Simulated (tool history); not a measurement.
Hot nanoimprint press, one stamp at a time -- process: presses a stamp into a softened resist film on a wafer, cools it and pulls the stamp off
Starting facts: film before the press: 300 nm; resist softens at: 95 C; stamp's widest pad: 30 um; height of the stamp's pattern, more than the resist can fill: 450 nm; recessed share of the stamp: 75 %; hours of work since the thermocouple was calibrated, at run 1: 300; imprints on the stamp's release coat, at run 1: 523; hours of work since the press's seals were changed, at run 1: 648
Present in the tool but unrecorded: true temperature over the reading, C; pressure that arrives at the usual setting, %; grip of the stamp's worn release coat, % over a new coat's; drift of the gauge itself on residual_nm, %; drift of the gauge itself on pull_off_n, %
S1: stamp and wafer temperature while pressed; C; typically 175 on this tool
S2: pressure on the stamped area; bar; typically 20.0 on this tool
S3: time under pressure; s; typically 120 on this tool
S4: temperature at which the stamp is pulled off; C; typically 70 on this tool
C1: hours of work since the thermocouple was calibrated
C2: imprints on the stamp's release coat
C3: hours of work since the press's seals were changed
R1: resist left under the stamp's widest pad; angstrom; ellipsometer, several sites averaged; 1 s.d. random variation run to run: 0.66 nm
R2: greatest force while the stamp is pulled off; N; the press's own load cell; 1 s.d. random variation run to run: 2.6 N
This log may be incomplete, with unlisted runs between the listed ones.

run	hour	S1	S2	S3	S4	C1	C2	C3	R1	R2
1	0.0	175	20.0	120	70	300	523	648	1216	144
2	27.6	175	20.0	120	70	316	600	665	1217	153
3	51.2	175	20.0	120	70	331	665	679	1239	159
4	69.9	175	22.6	120	70	342	717	690	1147	154
# hour 79.1: plate thermocouple calibrated
5	86.4	175	22.6	120	70	4	754	699	1182	162
# hour 94.0: stamp cleaned and given a new release coat
6	117.9	175	20.0	120	70	20	66	714	1262	121
7	130.4	163	20.0	120	70	28	100	722	2076	123
8	148.0	175	20.0	121	70	38	149	733	1244	131
9	168.9	175	20.0	121	70	51	207	745	1269	135
10	196.8	175	20.0	121	70	68	284	762	1248	136
11	216.2	175	20.0	121	70	80	338	774	1260	136
12	242.5	175	20.0	121	70	96	411	790	1248	142
13	268.5	175	20.0	71	70	112	483	806	1523	152
14	286.7	175	20.0	71	70	123	533	817	1516	144
15	302.4	175	20.0	71	70	133	576	827	1530	148
16	325.1	175	20.0	71	70	147	639	841	1528	156
17	348.4	169	20.0	120	70	161	704	855	1638	156
# hour 373.1: stamp cleaned and given a new release coat
18	377.1	169	20.0	104	65	175	11	869	1696	135
19	398.7	175	18.6	131	68	188	70	882	1255	129
20	416.9	175	20.6	95	70	199	121	893	1348	121
21	442.0	175	20.6	95	70	214	190	909	1347	125

Run 22 is up next; what results do you expect?
22	456.9	173	20.0	156	62	224	231	918	?	?

{"run 22": {"R1": 1243, "R2": 150}}
Were there no unlogged condition in the tool, this run, its random variation unchanged, would have produced R1 1232 angstrom, R2 138 N.
